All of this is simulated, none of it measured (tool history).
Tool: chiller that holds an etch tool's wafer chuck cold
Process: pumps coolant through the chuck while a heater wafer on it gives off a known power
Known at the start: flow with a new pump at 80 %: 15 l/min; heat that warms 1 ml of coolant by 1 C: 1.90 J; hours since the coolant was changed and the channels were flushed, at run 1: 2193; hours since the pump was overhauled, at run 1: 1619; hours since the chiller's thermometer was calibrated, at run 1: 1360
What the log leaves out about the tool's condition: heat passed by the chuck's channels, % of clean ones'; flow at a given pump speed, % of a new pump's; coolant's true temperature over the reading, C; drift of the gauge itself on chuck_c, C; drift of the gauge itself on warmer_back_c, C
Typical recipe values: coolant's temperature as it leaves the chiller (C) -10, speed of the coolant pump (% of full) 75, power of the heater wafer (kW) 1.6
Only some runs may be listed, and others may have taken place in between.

run,hour,coolant's temperature as it leaves the chiller (C),speed of the coolant pump (% of full),power of the heater wafer (kW),hours since the coolant was changed and the channels were flushed,hours since the pump was overhauled,hours since the chiller's thermometer was calibrated,chuck's temperature once it has settled (C),how much warmer the coolant comes back (C)
1,0,-10,75,1.6,2193,1619,1360,0.6,3.61
2,21.2,-10,75,1.6,2215,1641,1382,0.7,3.61
3,50.4,-10,75,1.6,2244,1670,1411,0.5,3.59
4,69.7,-10,75,1.6,2263,1689,1430,0.5,3.64
5,105.8,-10,75,1.6,2299,1725,1466,0.7,3.68
6,132.6,-10,75,1.638,2326,1752,1493,0.7,3.73
7,167.8,-10,75,1.638,2361,1787,1528,0.9,3.67
8,204.4,-10,75,1.6,2398,1824,1565,0.6,3.64
9,240.9,-10,75,1.6,2434,1860,1601,0.4,3.69
10,262.2,-10,75,1.6,2456,1882,1623,0.7,3.72
11,295.8,-10,75,1.6,2489,1915,1656,0.6,3.7
12,318.1,-10,75,1.6,2512,1938,1679,0.6,3.7
13,334.9,-10,75,1.6,2528,1954,1695,0.7,3.67
14,360.7,-8,75,1.6,2554,1980,1721,2.6,3.71
15,393.4,-10,75,1.6,2587,2013,1754,0.6,3.7
16,418.2,-10,75,1.382,2612,2038,1779,-0.9,3.25
17,452.1,-10,75,1.6,2646,2072,1813,0.6,3.75
18,480.3,-10,92,1.526,2674,2100,1841,-1.3,2.93
19,510.9,-10,92,1.526,2704,2130,1871,-1.4,2.91
20,552.2,-12,98,1.536,2746,2172,1913,-3.7,2.83
21,570.4,-16,81,1.536,2764,2190,1931,-6.3,3.45
22,612.1,-17,75,1.272,2806,2232,1973,-8.6,3.01
23,649.9,-17,75,1.272,2843,2269,2010,-8.5,3.04
24,683.6,-17,71,1.84,2877,2303,2044,-4.3,4.58
25,702.1,-11,62,2.291,2895,2322,2063,6.5,6.41
26,722.8,0,81,2.185,2916,2342,2083,13.7,4.79
27,760.7,0,81,2.185,2954,2380,2121,13.7,4.81
28,796.6,-17,75,1.6,2990,2416,2157,-6.4,3.88
29,820.7,-17,65,0.866,3014,2440,2181,-10.7,2.47
30,838,-17,65,0.866,3031,2457,2198,-10.8,2.5
31,870.7,-7,75,1.671,3064,2490,2231,4.1,4.09
32,912.1,-7,75,1.671,3105,2532,2272,4.1,4.02
33,929.3,-7,62,1.671,3123,2549,2290,5.6,4.84

3 options for the next run, each taken on its own from the tool as it stands now. Forecast them:
A,967.4,-10,95,1.6,3161,2587,2328,?,?
B,967.4,-18,78,2.1,3161,2587,2328,?,?
C,967.4,-10,61,0.924,3161,2587,2328,?,?

run,chuck's temperature once it has settled (C),how much warmer the coolant comes back (C)
A,-1,3.11
B,-4.5,4.82
C,-3,2.94
Without the tool's unlogged condition, the same runs would have read:
run,chuck's temperature once it has settled (C),how much warmer the coolant comes back (C)
A,-1,2.82
B,-4.5,4.52
C,-3,2.65

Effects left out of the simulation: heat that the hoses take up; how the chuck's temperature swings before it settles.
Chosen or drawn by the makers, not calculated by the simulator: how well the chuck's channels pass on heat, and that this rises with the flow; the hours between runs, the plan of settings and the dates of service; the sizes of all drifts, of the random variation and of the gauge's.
